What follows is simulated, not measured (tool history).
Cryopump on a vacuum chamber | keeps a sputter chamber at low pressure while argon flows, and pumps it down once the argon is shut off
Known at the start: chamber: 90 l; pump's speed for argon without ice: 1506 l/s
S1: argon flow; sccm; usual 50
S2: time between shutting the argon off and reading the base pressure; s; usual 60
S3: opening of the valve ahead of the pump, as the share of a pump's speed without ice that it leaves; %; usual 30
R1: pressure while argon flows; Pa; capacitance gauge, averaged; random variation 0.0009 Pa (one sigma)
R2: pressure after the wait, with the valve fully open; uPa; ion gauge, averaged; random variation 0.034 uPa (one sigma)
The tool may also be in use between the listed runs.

Run 1, hour 0.0: usual settings. Result: R1 0.1904 Pa, R2 2.67 uPa.
Run 2, hour 15.3: usual settings but S3 38 %. Result: R1 0.1529 Pa, R2 2.78 uPa.
Run 3, hour 29.3: usual settings but S3 19 %. Result: R1 0.3008 Pa, R2 2.62 uPa.
Run 4, hour 39.6: usual settings but S3 37 %. Result: R1 0.1560 Pa, R2 2.87 uPa.
Run 5, hour 53.3: usual settings. Result: R1 0.1916 Pa, R2 2.87 uPa.
Run 6, hour 61.5: usual settings but S1 27 sccm. Result: R1 0.1028 Pa, R2 2.85 uPa.
Run 7, hour 69.5: usual settings but S1 27 sccm. Result: R1 0.1031 Pa, R2 2.86 uPa.
Run 8, hour 84.3: usual settings but S1 27 sccm. Result: R1 0.1027 Pa, R2 2.84 uPa.
Run 9, hour 96.2: usual settings but S2 137 s. Result: R1 0.1926 Pa, R2 2.00 uPa.
Run 10, hour 108.0: usual settings but S2 137 s. Result: R1 0.1925 Pa, R2 2.05 uPa.
Run 11, hour 118.7: usual settings but S3 20 %. Result: R1 0.2848 Pa, R2 2.94 uPa.
Run 12, hour 132.9: usual settings but S3 20 %. Result: R1 0.2867 Pa, R2 2.97 uPa.
Run 13, hour 142.0: usual settings but S1 66 sccm, S2 28 s, S3 42 %. Result: R1 0.1830 Pa, R2 4.84 uPa.
Run 14, hour 155.0: usual settings but S1 46 sccm, S2 28 s, S3 33 %. Result: R1 0.1631 Pa, R2 4.79 uPa.
Run 15, hour 170.1: usual settings but S1 87 sccm, S2 190 s, S3 33 %. Result: R1 0.3059 Pa, R2 1.90 uPa.
Run 16, hour 183.2: usual settings but S2 27 s, S3 16 %. Result: R1 0.3579 Pa, R2 5.03 uPa.
Run 17, hour 197.5: usual settings but S1 34 sccm, S2 197 s, S3 27 %. Result: R1 0.1455 Pa, R2 1.91 uPa.
Run 18, hour 210.3: usual settings but S1 34 sccm, S2 197 s, S3 27 %. Result: R1 0.1457 Pa, R2 2.05 uPa.
Run 19, hour 225.0: usual settings but S3 24 %. Result: R1 0.2397 Pa, R2 3.28 uPa.

The same runs without the tool's hidden state, with the same run-to-run variation:
The hidden state here: pump's speed, % of a pump's without ice; cold plate's temperature, K; leak into the chamber, uPa l/s; drift of the gauge itself on working_pa, %; drift of the gauge itself on base_upa, %.
run      R1    R2
  1  0.1863  1.78
  2  0.1485  1.84
  3  0.2963  1.69
  4  0.1514  1.86
  5  0.1869  1.85
  6  0.1002  1.82
  7  0.1005  1.82
  8  0.1000  1.80
  9  0.1875  0.89
 10  0.1872  0.91
 11  0.2795  1.82
 12  0.2812  1.82
 13  0.1756  3.67
 14  0.1578  3.62
 15  0.2957  0.69
 16  0.3519  3.79
 17  0.1413  0.68
 18  0.1414  0.74
 19  0.2332  1.90
